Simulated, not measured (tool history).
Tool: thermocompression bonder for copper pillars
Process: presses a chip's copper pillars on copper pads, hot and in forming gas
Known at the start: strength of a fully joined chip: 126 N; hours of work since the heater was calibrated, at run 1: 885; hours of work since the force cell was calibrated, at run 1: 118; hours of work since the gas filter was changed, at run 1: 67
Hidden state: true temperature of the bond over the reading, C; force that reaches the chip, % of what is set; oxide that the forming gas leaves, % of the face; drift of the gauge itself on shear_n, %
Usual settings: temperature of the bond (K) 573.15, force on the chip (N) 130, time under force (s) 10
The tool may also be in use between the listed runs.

| run | hour | temperature of the bond (K) | force on the chip (N) | time under force (s) | hours of work since the heater was calibrated | hours of work since the force cell was calibrated | hours of work since the gas filter was changed | force that shears a chip off (N) |
|---|---|---|---|---|---|---|---|---|
| 1 | 0.0 | 573.15 | 130 | 10 | 885 | 118 | 67 | 76.3 |
| 2 | 14.1 | 573.15 | 130 | 10 | 891 | 124 | 73 | 74.9 |
| 3 | 38.6 | 573.15 | 130 | 10 | 903 | 136 | 85 | 76.6 |
| 4 | 53.5 | 573.15 | 130 | 10 | 910 | 143 | 92 | 76.2 |
| 5 | 74.3 | 573.15 | 130 | 10 | 920 | 153 | 102 | 73.4 |
| 6 | 90.9 | 573.15 | 130 | 10 | 928 | 161 | 110 | 74.7 |
| 7 | 120.5 | 573.15 | 130 | 10 | 942 | 174 | 123 | 74.2 |
| 8 | 138.1 | 573.15 | 130 | 10 | 950 | 183 | 132 | 75.9 |
| 9 | 167.1 | 573.15 | 130 | 10 | 964 | 196 | 145 | 73.6 |
| 10 | 188.1 | 573.15 | 98 | 10 | 973 | 206 | 155 | 60.4 |
| 11 | 217.4 | 573.15 | 130 | 23 | 987 | 220 | 169 | 94.1 |
| 12 | 240.5 | 573.15 | 130 | 11 | 998 | 231 | 180 | 75.7 |
|  | 244.1 | heater calibrated with a thermocouple chip |
| 13 | 254.8 | 571.15 | 130 | 14 | 5 | 237 | 186 | 74.9 |
| 14 | 284.2 | 575.15 | 130 | 7 | 19 | 251 | 200 | 62.8 |
| 15 | 301.5 | 575.15 | 130 | 7 | 27 | 259 | 208 | 63.7 |
| 16 | 329.8 | 575.15 | 130 | 7 | 40 | 272 | 221 | 63.1 |
| 17 | 354.3 | 566.15 | 102 | 7 | 52 | 284 | 233 | 44.1 |
| 18 | 380.0 | 566.15 | 102 | 7 | 64 | 296 | 245 | 44.6 |
| 19 | 402.5 | 561.15 | 130 | 10 | 75 | 306 | 255 | 57.4 |
|  | 408.1 | heater calibrated with a thermocouple chip, once more |
| 20 | 433.0 | 573.15 | 79 | 17 | 12 | 320 | 269 | 65.9 |
| 21 | 449.7 | 573.15 | 79 | 17 | 20 | 328 | 277 | 67.8 |
| 22 | 464.8 | 596.15 | 131 | 7 | 27 | 335 | 284 | 91.6 |
| 23 | 481.4 | 573.15 | 130 | 11 | 35 | 343 | 292 | 81.9 |
| 24 | 509.1 | 573.15 | 130 | 11 | 48 | 356 | 305 | 80.5 |

Forecast each of these 4 alternatives for the next run:
| A | 522.9 | 563.15 | 191 | 29 | 54 | 362 | 311 | ? |
| B | 522.9 | 579.15 | 146 | 10 | 54 | 362 | 311 | ? |
| C | 522.9 | 571.15 | 88 | 10 | 54 | 362 | 311 | ? |
| D | 522.9 | 573.15 | 186 | 10 | 54 | 362 | 311 | ? |

| run | force that shears a chip off (N) |
|---|---|
| A | 107.2 |
| B | 89.6 |
| C | 58.6 |
| D | 96.4 |
Without the tool's hidden state the same runs would have given:
| run | force that shears a chip off (N) |
|---|---|
| A | 111.8 |
| B | 93.5 |
| C | 61.4 |
| D | 100.7 |

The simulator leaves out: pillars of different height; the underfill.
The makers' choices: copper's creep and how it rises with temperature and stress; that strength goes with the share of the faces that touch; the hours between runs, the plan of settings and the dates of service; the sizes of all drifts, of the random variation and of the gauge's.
